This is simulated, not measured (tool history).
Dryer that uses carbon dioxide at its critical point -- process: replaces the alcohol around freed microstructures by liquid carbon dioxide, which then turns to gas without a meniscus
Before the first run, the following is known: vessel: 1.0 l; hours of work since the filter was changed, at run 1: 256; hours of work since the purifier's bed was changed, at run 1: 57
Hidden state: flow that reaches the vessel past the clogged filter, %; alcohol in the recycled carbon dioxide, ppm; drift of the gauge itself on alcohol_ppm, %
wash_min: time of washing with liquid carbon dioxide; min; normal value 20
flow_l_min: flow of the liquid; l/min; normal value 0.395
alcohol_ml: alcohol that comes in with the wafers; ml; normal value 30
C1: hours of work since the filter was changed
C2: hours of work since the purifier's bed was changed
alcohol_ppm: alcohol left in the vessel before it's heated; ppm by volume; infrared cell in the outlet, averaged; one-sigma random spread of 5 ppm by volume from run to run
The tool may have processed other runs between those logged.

run 1 hour=0 | wash_min=20 flow_l_min=0.395 alcohol_ml=30 | C1=256 C2=57 | alcohol_ppm=56
run 2 hour=10.5 | wash_min=15 flow_l_min=0.395 alcohol_ml=30 | C1=259 C2=60 | alcohol_ppm=209
run 3 hour=21.4 | wash_min=15 flow_l_min=0.395 alcohol_ml=30 | C1=263 C2=63 | alcohol_ppm=219
run 4 hour=32.2 | wash_min=15 flow_l_min=0.395 alcohol_ml=30 | C1=266 C2=67 | alcohol_ppm=213
run 5 hour=43.5 | wash_min=20 flow_l_min=0.321 alcohol_ml=30 | C1=270 C2=70 | alcohol_ppm=166
run 6 hour=54.3 | wash_min=23 flow_l_min=0.321 alcohol_ml=30 | C1=273 C2=74 | alcohol_ppm=90
run 7 hour=59 | wash_min=25 flow_l_min=0.395 alcohol_ml=30 | C1=275 C2=75 | alcohol_ppm=31
run 8 hour=66.8 | wash_min=25 flow_l_min=0.395 alcohol_ml=30 | C1=277 C2=78 | alcohol_ppm=33
run 9 hour=72.4 | wash_min=25 flow_l_min=0.395 alcohol_ml=30 | C1=279 C2=80 | alcohol_ppm=39
run 10 hour=80.6 | wash_min=20 flow_l_min=0.395 alcohol_ml=22 | C1=281 C2=82 | alcohol_ppm=56
run 11 hour=92.2 | wash_min=20 flow_l_min=0.395 alcohol_ml=30 | C1=285 C2=86 | alcohol_ppm=70
run 12 hour=97.4 | wash_min=20 flow_l_min=0.395 alcohol_ml=30 | C1=287 C2=87 | alcohol_ppm=60
run 13 hour=102.8 | wash_min=20 flow_l_min=0.395 alcohol_ml=30 | C1=288 C2=89 | alcohol_ppm=66
run 14 hour=108.6 | wash_min=20 flow_l_min=0.395 alcohol_ml=30 | C1=290 C2=91 | alcohol_ppm=63
run 15 hour=117.8 | wash_min=20 flow_l_min=0.395 alcohol_ml=30 | C1=293 C2=94 | alcohol_ppm=79
run 16 hour=128.9 | wash_min=20 flow_l_min=0.395 alcohol_ml=30 | C1=297 C2=98 | alcohol_ppm=69
run 17 hour=138.4 | wash_min=28 flow_l_min=0.395 alcohol_ml=30 | C1=300 C2=101 | alcohol_ppm=36
run 18 hour=149.2 | wash_min=28 flow_l_min=0.395 alcohol_ml=30 | C1=303 C2=104 | alcohol_ppm=36
run 19 hour=154 | wash_min=12 flow_l_min=0.395 alcohol_ml=30 | C1=305 C2=105 | alcohol_ppm=565
run 20 hour=160.4 | wash_min=12 flow_l_min=0.594 alcohol_ml=30 | C1=307 C2=108 | alcohol_ppm=107
run 21 hour=171.3 | wash_min=12 flow_l_min=0.594 alcohol_ml=30 | C1=310 C2=111 | alcohol_ppm=104
run 22 hour=181.7 | wash_min=12 flow_l_min=0.594 alcohol_ml=30 | C1=313 C2=114 | alcohol_ppm=113
run 23 hour=187.3 | wash_min=12 flow_l_min=0.594 alcohol_ml=30 | C1=315 C2=116 | alcohol_ppm=95
-- hour=191.4 inlet filter changed
run 24 hour=198 | wash_min=12 flow_l_min=0.594 alcohol_ml=30 | C1=2 C2=119 | alcohol_ppm=76
run 25 hour=203.1 | wash_min=12 flow_l_min=0.594 alcohol_ml=30 | C1=4 C2=121 | alcohol_ppm=79
run 26 hour=210.3 | wash_min=18 flow_l_min=0.594 alcohol_ml=30 | C1=6 C2=123 | alcohol_ppm=46
run 27 hour=218.6 | wash_min=20 flow_l_min=0.395 alcohol_ml=28 | C1=9 C2=126 | alcohol_ppm=64
run 28 hour=223.6 | wash_min=20 flow_l_min=0.395 alcohol_ml=28 | C1=10 C2=127 | alcohol_ppm=65
run 29 hour=232 | wash_min=20 flow_l_min=0.293 alcohol_ml=99 | C1=13 C2=130 | alcohol_ppm=564
run 30 hour=242.9 | wash_min=28 flow_l_min=0.256 alcohol_ml=31 | C1=16 C2=133 | alcohol_ppm=93
run 31 hour=252.4 | wash_min=28 flow_l_min=0.499 alcohol_ml=31 | C1=19 C2=136 | alcohol_ppm=45
run 32 hour=259.3 | wash_min=12 flow_l_min=0.441 alcohol_ml=32 | C1=22 C2=139 | alcohol_ppm=304
run 33 hour=264.7 | wash_min=12 flow_l_min=0.441 alcohol_ml=32 | C1=23 C2=140 | alcohol_ppm=299
run 34 hour=272.7 | wash_min=12 flow_l_min=0.386 alcohol_ml=87 | C1=26 C2=143 | alcohol_ppm=1379
run 35 hour=282.1 | wash_min=20 flow_l_min=0.382 alcohol_ml=57 | C1=29 C2=146 | alcohol_ppm=103
run 36 hour=287 | wash_min=20 flow_l_min=0.382 alcohol_ml=57 | C1=30 C2=147 | alcohol_ppm=107
run 37 hour=292.3 | wash_min=20 flow_l_min=0.382 alcohol_ml=57 | C1=32 C2=149 | alcohol_ppm=108
run 38 hour=302.5 | wash_min=22 flow_l_min=0.61 alcohol_ml=52 | C1=35 C2=152 | alcohol_ppm=51
run 39 hour=307.6 | wash_min=22 flow_l_min=0.61 alcohol_ml=52 | C1=37 C2=154 | alcohol_ppm=58
run 40 hour=317.4 | wash_min=20 flow_l_min=0.395 alcohol_ml=35 | C1=40 C2=157 | alcohol_ppm=71
run 41 hour=324.1 | wash_min=24 flow_l_min=0.588 alcohol_ml=30 | C1=42 C2=159 | alcohol_ppm=46
run 42 hour=335 | wash_min=20 flow_l_min=0.247 alcohol_ml=91 | C1=46 C2=163 | alcohol_ppm=1283
run 43 hour=344.5 | wash_min=20 flow_l_min=0.247 alcohol_ml=91 | C1=49 C2=166 | alcohol_ppm=1274
run 44 hour=356 | wash_min=17 flow_l_min=0.252 alcohol_ml=29 | C1=52 C2=169 | alcohol_ppm=741
run 45 hour=366.7 | wash_min=17 flow_l_min=0.252 alcohol_ml=29 | C1=56 C2=173 | alcohol_ppm=734
run 46 hour=372.8 | wash_min=14 flow_l_min=0.47 alcohol_ml=64 | C1=58 C2=175 | alcohol_ppm=229
run 47 hour=381.6 | wash_min=14 flow_l_min=0.47 alcohol_ml=64 | C1=60 C2=177 | alcohol_ppm=232

Entry by entry between the runs, the difference in hidden state between the last listed run before and the first listed run after:
Runs 23 to 24: inlet filter changed (hour 191.4)
  flow that reaches the vessel past the clogged filter, %: 92.9 -> 99.7; alcohol in the recycled carbon dioxide, ppm: 37.9 -> 38.7
  measured less the result without the state, alcohol_ppm: +57 -> +34 ppm by volume
